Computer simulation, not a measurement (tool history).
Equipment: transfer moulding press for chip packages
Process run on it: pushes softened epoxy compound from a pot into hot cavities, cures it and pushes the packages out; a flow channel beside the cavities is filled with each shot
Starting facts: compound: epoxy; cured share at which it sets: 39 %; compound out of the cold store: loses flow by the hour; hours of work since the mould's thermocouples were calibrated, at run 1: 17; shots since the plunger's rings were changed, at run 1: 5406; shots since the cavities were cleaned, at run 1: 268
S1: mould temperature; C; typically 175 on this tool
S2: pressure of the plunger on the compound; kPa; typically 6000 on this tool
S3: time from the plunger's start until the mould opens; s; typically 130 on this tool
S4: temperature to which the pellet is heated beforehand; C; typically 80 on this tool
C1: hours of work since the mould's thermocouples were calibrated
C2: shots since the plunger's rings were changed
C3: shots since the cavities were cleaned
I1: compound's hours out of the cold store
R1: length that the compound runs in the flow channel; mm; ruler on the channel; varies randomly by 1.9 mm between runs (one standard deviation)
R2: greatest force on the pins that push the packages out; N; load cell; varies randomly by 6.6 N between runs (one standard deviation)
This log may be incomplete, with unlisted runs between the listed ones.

run,day,S1,S2,S3,S4,C1,C2,C3,I1,R1,R2
1,0.000,175,6000,130,80,17,5406,268,19.8,730,282
2,0.567,175,6000,130,80,25,5525,387,46.4,649,249
3,1.338,175,6000,130,80,35,5686,548,18.7,737,269
4,2.238,175,6000,130,80,47,5873,735,9.3,773,272
# day 2.708: cavities cleaned with cleaning compound and waxed
5,2.888,171,6000,130,80,55,5996,37,40.6,681,298
6,3.650,181,6000,130,80,65,6155,196,11.1,733,238
# day 3.879: plunger's sealing rings changed
7,4.679,175,6000,131,80,78,167,390,17.8,739,261
8,5.071,175,6000,131,80,83,249,472,38.7,673,247
9,5.479,175,6000,130,80,89,334,557,19.9,737,267
10,6.354,175,6000,130,80,100,516,739,13.4,759,279
# day 6.783: cavities cleaned with cleaning compound and waxed
11,7.275,175,6000,130,80,112,696,103,22.0,726,274
12,8.238,169,6000,130,80,125,897,304,28.5,733,369
13,9.121,175,6000,163,80,137,1082,489,37.9,674,230
14,10.008,175,6020,130,80,148,1267,674,25.4,714,265
# day 10.738: cavities cleaned with cleaning compound and waxed
15,10.917,175,7200,133,80,160,1444,38,40.9,729,251
16,11.833,179,4850,126,80,172,1635,229,21.7,637,236
17,12.800,172,6370,148,70,185,1837,431,19.4,774,265
18,13.767,172,6800,129,70,198,2039,633,25.5,780,318
19,14.267,175,6000,127,74,205,2143,737,12.3,759,274
# day 14.667: cavities cleaned with cleaning compound and waxed
20,15.121,175,6000,127,74,215,2308,94,19.2,739,278
21,15.879,175,6000,166,80,226,2467,253,19.9,730,240
22,16.625,175,5690,166,80,236,2623,409,43.1,640,245
23,17.154,175,7100,130,80,243,2734,520,30.9,755,267
24,18.096,171,6710,130,80,255,2930,716,33.1,747,315
# day 18.633: cavities cleaned with cleaning compound and waxed
25,19.096,179,6000,152,74,268,3126,97,28.3,686,234
26,19.929,179,6000,152,74,279,3300,271,14.9,730,251
27,20.608,176,7290,119,88,288,3442,413,45.7,712,274
28,21.038,171,7290,119,88,294,3532,503,36.8,763,372

Alternative continuations, all from the tool just after run 28; predict every row:
A,21.600,178,6330,130,80,302,3649,620,34.3,?,?
B,21.600,171,7290,119,89,302,3649,620,12.3,?,?
C,21.600,175,6000,149,76,302,3649,620,30.9,?,?

run,R1,R2
A,688,252
B,863,396
C,696,248
What these runs would have given with no unlogged condition in the tool:
run,R1,R2
A,688,250
B,863,393
C,696,246

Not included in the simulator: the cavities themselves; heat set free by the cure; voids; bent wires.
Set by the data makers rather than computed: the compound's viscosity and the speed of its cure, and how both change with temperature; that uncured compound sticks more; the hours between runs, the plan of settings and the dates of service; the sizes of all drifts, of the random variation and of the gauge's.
